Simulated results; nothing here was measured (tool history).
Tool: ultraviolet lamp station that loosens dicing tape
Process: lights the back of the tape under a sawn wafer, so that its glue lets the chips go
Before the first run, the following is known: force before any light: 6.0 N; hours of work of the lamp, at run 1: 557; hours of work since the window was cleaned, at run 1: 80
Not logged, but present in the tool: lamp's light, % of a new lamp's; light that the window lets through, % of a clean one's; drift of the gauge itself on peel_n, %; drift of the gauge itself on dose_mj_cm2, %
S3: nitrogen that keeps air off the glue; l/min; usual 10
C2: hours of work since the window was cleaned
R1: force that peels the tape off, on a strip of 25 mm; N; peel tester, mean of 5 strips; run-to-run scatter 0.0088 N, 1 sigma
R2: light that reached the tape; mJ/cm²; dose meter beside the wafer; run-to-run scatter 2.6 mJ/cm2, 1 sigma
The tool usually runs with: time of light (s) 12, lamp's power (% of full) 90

{"run": 1, "hour": 0.0, "time of light (s)": 12, "lamp's power (% of full)": 90, "S3": 10, "hours of work of the lamp": 557, "C2": 80, "R1": 0.477, "R2": 274}
{"run": 2, "hour": 84.3, "time of light (s)": 12, "lamp's power (% of full)": 90, "S3": 10, "hours of work of the lamp": 619, "C2": 141, "R1": 0.501, "R2": 271}
{"run": 3, "hour": 152.3, "time of light (s)": 12, "lamp's power (% of full)": 90, "S3": 10, "hours of work of the lamp": 668, "C2": 190, "R1": 0.558, "R2": 265}
{"run": 4, "hour": 233.7, "time of light (s)": 12, "lamp's power (% of full)": 90, "S3": 10, "hours of work of the lamp": 727, "C2": 250, "R1": 0.565, "R2": 252}
{"run": 5, "hour": 273.3, "time of light (s)": 12, "lamp's power (% of full)": 90, "S3": 10, "hours of work of the lamp": 756, "C2": 278, "R1": 0.623, "R2": 254}
{"run": 6, "hour": 339.5, "time of light (s)": 12, "lamp's power (% of full)": 74, "S3": 10, "hours of work of the lamp": 804, "C2": 326, "R1": 0.935, "R2": 202}
{"run": 7, "hour": 387.4, "time of light (s)": 12, "lamp's power (% of full)": 74, "S3": 10, "hours of work of the lamp": 839, "C2": 361, "R1": 0.935, "R2": 198}
{"run": 8, "hour": 465.8, "time of light (s)": 12, "lamp's power (% of full)": 90, "S3": 10, "hours of work of the lamp": 896, "C2": 418, "R1": 0.714, "R2": 233}
{"run": 9, "hour": 508.2, "time of light (s)": 12, "lamp's power (% of full)": 90, "S3": 10, "hours of work of the lamp": 927, "C2": 449, "R1": 0.74, "R2": 230}
{"run": 10, "hour": 586.4, "time of light (s)": 12, "lamp's power (% of full)": 90, "S3": 6, "hours of work of the lamp": 983, "C2": 506, "R1": 1.091, "R2": 218}
{"hour": 602.5, "done": "window cleaned of glue's vapour"}
{"run": 11, "hour": 675.4, "time of light (s)": 23, "lamp's power (% of full)": 90, "S3": 10, "hours of work of the lamp": 1048, "C2": 53, "R1": 0.159, "R2": 493}
{"run": 12, "hour": 755.8, "time of light (s)": 6, "lamp's power (% of full)": 90, "S3": 10, "hours of work of the lamp": 1106, "C2": 111, "R1": 1.824, "R2": 129}
{"run": 13, "hour": 804.7, "time of light (s)": 6, "lamp's power (% of full)": 90, "S3": 10, "hours of work of the lamp": 1142, "C2": 147, "R1": 1.85, "R2": 119}
{"run": 14, "hour": 876.5, "time of light (s)": 6, "lamp's power (% of full)": 88, "S3": 10, "hours of work of the lamp": 1194, "C2": 199, "R1": 1.913, "R2": 112}
{"run": 15, "hour": 963.3, "time of light (s)": 6, "lamp's power (% of full)": 72, "S3": 10, "hours of work of the lamp": 1257, "C2": 262, "R1": 2.461, "R2": 92}
{"run": 16, "hour": 1005.1, "time of light (s)": 6, "lamp's power (% of full)": 72, "S3": 10, "hours of work of the lamp": 1287, "C2": 293, "R1": 2.472, "R2": 90}
{"run": 17, "hour": 1062.7, "time of light (s)": 11, "lamp's power (% of full)": 82, "S3": 6, "hours of work of the lamp": 1329, "C2": 334, "R1": 1.514, "R2": 183}
{"run": 18, "hour": 1147.4, "time of light (s)": 11, "lamp's power (% of full)": 82, "S3": 6, "hours of work of the lamp": 1391, "C2": 396, "R1": 1.519, "R2": 174}
{"run": 19, "hour": 1224.5, "time of light (s)": 12, "lamp's power (% of full)": 79, "S3": 4, "hours of work of the lamp": 1447, "C2": 452, "R1": 1.857, "R2": 179}
{"run": 20, "hour": 1303.3, "time of light (s)": 12, "lamp's power (% of full)": 79, "S3": 4, "hours of work of the lamp": 1504, "C2": 509, "R1": 1.896, "R2": 178}
{"hour": 1316.4, "done": "window cleaned of glue's vapour"}
{"run": 21, "hour": 1374.4, "time of light (s)": 12, "lamp's power (% of full)": 79, "S3": 4, "hours of work of the lamp": 1555, "C2": 42, "R1": 1.589, "R2": 201}

Subtracting, for every run, the result it would have given without the tool's unlogged condition from the measured result gives the following. The same run-to-run variation enters both numbers; the gauge's scatter may not:
run=1 R1=+0.114 R2=-37
run=2 R1=+0.143 R2=-47
run=3 R1=+0.181 R2=-54
run=4 R1=+0.213 R2=-62
run=5 R1=+0.242 R2=-66
run=6 R1=+0.367 R2=-60
run=7 R1=+0.387 R2=-64
run=8 R1=+0.343 R2=-86
run=9 R1=+0.369 R2=-90
run=10 R1=+0.535 R2=-98
run=11 R1=+0.030 R2=-114
run=12 R1=+0.491 R2=-34
run=13 R1=+0.532 R2=-37
run=14 R1=+0.585 R2=-39
run=15 R1=+0.704 R2=-36
run=16 R1=+0.734 R2=-37
run=17 R1=+0.681 R2=-82
run=18 R1=+0.722 R2=-89
run=19 R1=+0.862 R2=-100
run=20 R1=+0.914 R2=-108
run=21 R1=+0.593 R2=-75
